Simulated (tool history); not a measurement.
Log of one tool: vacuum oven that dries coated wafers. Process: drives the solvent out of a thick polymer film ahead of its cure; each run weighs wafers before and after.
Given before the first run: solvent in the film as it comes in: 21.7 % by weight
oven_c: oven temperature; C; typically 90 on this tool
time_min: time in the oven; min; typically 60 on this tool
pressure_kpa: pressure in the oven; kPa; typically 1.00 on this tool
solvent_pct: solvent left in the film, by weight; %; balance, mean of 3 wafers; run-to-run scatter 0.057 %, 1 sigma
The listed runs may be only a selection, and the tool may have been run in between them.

run	hour	oven_c	time_min	pressure_kpa	solvent_pct
1	0.0	90	60	1.00	3.18
2	33.7	90	60	1.40	3.68
3	70.5	90	60	2.95	5.92
4	105.4	90	56	1.00	3.48
5	160.3	90	56	1.00	3.33
6	206.6	90	74	1.00	2.69
7	238.7	90	74	1.00	2.74
8	295.7	90	74	1.00	2.74
9	338.2	90	74	1.00	2.83
10	373.9	90	74	1.00	2.80
11	430.4	90	74	1.00	2.71
12	473.3	90	74	1.00	2.73
# hour 481.0: oven's thermocouples calibrated
13	529.9	90	74	0.51	2.02
14	566.7	90	74	0.51	2.07
15	597.3	90	58	1.00	3.33
16	626.1	80	58	1.00	6.30
17	681.4	90	60	0.68	2.93
18	738.0	90	60	0.68	2.84
# hour 765.8: oven's thermocouples calibrated, once more
19	792.5	90	31	0.51	5.87
20	827.4	77	53	2.50	11.29
21	863.9	85	79	1.00	3.84
22	895.6	78	105	1.02	4.96
23	940.8	93	87	0.93	2.31
24	984.4	90	60	1.68	4.61
25	1038.1	90	60	1.68	4.69
# hour 1090.2: vacuum gauge cleaned of residue and calibrated
26	1099.0	103	67	1.12	1.21
27	1131.2	103	67	1.12	1.12
28	1188.9	94	37	1.12	3.63

Difference, measured minus no-hidden-state, one row per run. Run-to-run variation is common to both terms; the gauge's own scatter need not be:
The tool's hidden condition here consists of: true wafer temperature over the reading, C; true pressure over the reading, kPa; drift of the gauge itself on solvent_pct, %.
run	solvent_pct
1	+0.45
2	+0.48
3	+0.48
4	+0.50
5	+0.49
6	+0.54
7	+0.56
8	+0.58
9	+0.58
10	+0.60
11	+0.61
12	+0.62
13	+0.62
14	+0.63
15	+0.56
16	+0.69
17	+0.61
18	+0.62
19	+0.63
20	+1.03
21	+0.98
22	+1.29
23	+0.80
24	+0.81
25	+0.83
26	-0.03
27	-0.02
28	-0.13

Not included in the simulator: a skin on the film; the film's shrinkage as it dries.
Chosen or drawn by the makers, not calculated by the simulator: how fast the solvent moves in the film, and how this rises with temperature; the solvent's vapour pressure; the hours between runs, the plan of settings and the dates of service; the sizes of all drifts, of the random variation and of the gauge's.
